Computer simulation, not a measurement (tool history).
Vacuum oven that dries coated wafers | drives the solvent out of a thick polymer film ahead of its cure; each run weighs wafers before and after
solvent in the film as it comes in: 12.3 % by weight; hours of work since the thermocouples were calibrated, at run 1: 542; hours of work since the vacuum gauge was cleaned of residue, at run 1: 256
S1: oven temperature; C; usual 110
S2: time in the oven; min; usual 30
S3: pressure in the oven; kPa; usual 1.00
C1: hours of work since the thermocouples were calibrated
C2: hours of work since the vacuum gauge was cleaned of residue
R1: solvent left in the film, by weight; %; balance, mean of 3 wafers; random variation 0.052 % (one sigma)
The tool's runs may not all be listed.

run,hour,S1,S2,S3,C1,C2,R1
1,0.0,110,30,1.00,542,256,1.40
2,8.7,110,30,1.00,547,261,1.45
3,16.4,110,30,1.00,552,265,1.41
4,31.0,110,30,1.00,560,274,1.41
5,46.1,119,30,1.00,569,283,0.86
6,53.6,119,30,1.00,574,287,0.84
7,68.8,119,30,1.00,582,296,0.84
8,75.3,100,30,1.00,586,300,2.40
9,82.2,100,30,1.00,590,304,2.52
10,89.8,100,30,1.00,595,308,2.51
11,102.2,110,53,1.00,602,316,1.01
12,110.5,110,53,1.58,607,321,1.43
13,123.8,118,53,1.58,615,328,1.14
14,137.3,118,53,1.58,623,336,1.11
15,147.2,108,53,1.58,628,342,1.62
16,155.8,108,53,1.58,634,347,1.73
17,169.4,108,53,1.58,641,355,1.64
18,176.7,110,30,1.00,646,359,1.38
19,184.8,110,30,1.00,651,364,1.34
20,196.0,110,30,1.00,657,371,1.53
21,202.2,110,30,1.00,661,374,1.50
22,211.6,101,30,1.00,666,380,2.35
23,222.4,101,42,1.00,673,386,1.82
24,237.2,101,42,1.00,681,395,1.79
25,252.6,114,30,1.00,690,404,1.11
26,264.6,117,30,3.39,697,411,2.61
27,276.3,99,22,3.07,704,418,5.59
28,283.8,99,22,0.80,709,422,3.29
29,296.4,106,47,1.84,716,430,2.14
30,309.0,123,52,1.00,723,437,0.66
31,323.2,113,17,1.58,732,445,2.62
32,334.1,113,17,1.58,738,452,2.54
33,344.1,113,17,1.58,744,458,2.53
34,350.4,116,37,1.00,748,461,0.97
35,362.7,96,18,0.78,755,469,4.28
36,377.9,114,33,3.67,764,477,3.01
37,387.1,117,30,3.41,769,483,2.51
38,402.4,117,30,3.41,778,492,2.43
39,414.1,96,30,1.74,785,499,4.01
40,428.9,110,20,1.43,794,507,2.48
41,441.1,110,20,1.43,801,515,2.54
42,453.0,106,31,1.52,808,522,2.22
43,467.8,100,30,2.31,817,530,3.91
44,481.0,110,20,2.38,824,538,3.19
45,489.9,110,43,1.00,830,543,1.07
46,497.4,110,43,1.60,834,548,1.62

Forecast each of these 4 alternatives for the next run:
A,512.5,116,50,1.53,843,556,?
B,512.5,119,43,0.58,843,556,?
C,512.5,120,38,1.60,843,556,?
D,512.5,103,19,0.80,843,556,?

run,R1
A,1.25
B,0.57
C,1.05
D,3.09
Without the tool's hidden state the same runs would have given:
run,R1
A,1.12
B,0.43
C,0.95
D,3.02

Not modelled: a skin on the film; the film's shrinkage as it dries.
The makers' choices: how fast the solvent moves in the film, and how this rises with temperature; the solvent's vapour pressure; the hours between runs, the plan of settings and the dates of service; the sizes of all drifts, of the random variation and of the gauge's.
